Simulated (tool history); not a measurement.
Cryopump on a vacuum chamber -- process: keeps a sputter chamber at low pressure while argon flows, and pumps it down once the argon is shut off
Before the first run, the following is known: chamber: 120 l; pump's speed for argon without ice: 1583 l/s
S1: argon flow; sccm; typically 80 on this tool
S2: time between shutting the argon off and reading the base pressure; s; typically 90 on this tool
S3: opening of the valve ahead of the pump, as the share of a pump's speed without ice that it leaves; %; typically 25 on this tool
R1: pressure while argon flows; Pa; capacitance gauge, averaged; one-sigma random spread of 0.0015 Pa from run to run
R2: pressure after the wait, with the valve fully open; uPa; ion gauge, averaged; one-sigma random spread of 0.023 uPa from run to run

run     day   S1   S2  S3      R1    R2
  1       0   80   90  25  0.3679  1.23
  2   0.575  158   90  25  0.7215  1.34
  3   1.208   80   90  25  0.3674  1.25
  4   1.875   80   90  25  0.3653  1.32
  5   2.417   80   90  25  0.3681   1.4
  6   2.988   80   90  25  0.3685  1.41
  7   3.417   80   90  24  0.3858  1.36
  8   4.017   80   90  24   0.382  1.41
  9   4.829   80   90  24  0.3821  1.42
 10   5.525   80   90  24   0.385  1.42
 11   6.196   80   90  24  0.3851  1.35
 12   6.683   82   90  25  0.3812  1.43
 13   7.133   80   90  25  0.3759  1.45
 14   7.875   80   90  25  0.3729  1.46
 15   8.583   80   90  25  0.3757  1.53
 16   9.325   80  134  25  0.3726  1.35
 17   9.771   80   90  25  0.3763  1.47
 18  10.442   75   74  50  0.1916  1.64
 19  11.246   75   74  50  0.1941  1.64
 20  11.708   80   22  25  0.3783  3.43
 21  12.075   62   21  25  0.2937   3.7
 22  12.779  158  185  25    0.75  1.25
 23  13.292   71   22  41   0.219  3.39
 24  14.004   49   22  29  0.2036  3.48
 25  14.592   80  109  39  0.2571  1.49
 26  15.188   80  109  39  0.2573  1.56
     15.754  -- pump warmed up, emptied and cooled again
 27  15.829  145   36  24  0.6556  2.25
 28  16.321   96   25  47  0.2204  3.02
 29  16.975   96   25  47  0.2208  2.93
 30  17.442  130   28  15  0.9225  2.73
 31  18.025   85   24  22  0.4107  3.05
 32  18.462   85   24  22  0.4179  3.09
 33  19.012   39   46  33  0.1276  1.99

Predict each of these 5 candidate next runs independently; none follows another, all start after run 33:
  A  19.417   80  78  18   ?   ?
  B  19.417  118  46  33   ?   ?
  C  19.417   80  90  23   ?   ?
  D  19.417   38  32  37   ?   ?
  E  19.417   57  46  18   ?   ?

run      R1    R2
  A  0.4771  1.52
  B  0.3866  2.02
  C  0.3762  1.43
  D  0.1119  2.52
  E  0.3405  2.01
The same runs, with their run-to-run variation unchanged, on a tool lacking any hidden condition would have given:
run      R1    R2
  A  0.4738  0.93
  B  0.3817  1.41
  C  0.3729  0.83
  D  0.1104  1.92
  E  0.3382  1.41

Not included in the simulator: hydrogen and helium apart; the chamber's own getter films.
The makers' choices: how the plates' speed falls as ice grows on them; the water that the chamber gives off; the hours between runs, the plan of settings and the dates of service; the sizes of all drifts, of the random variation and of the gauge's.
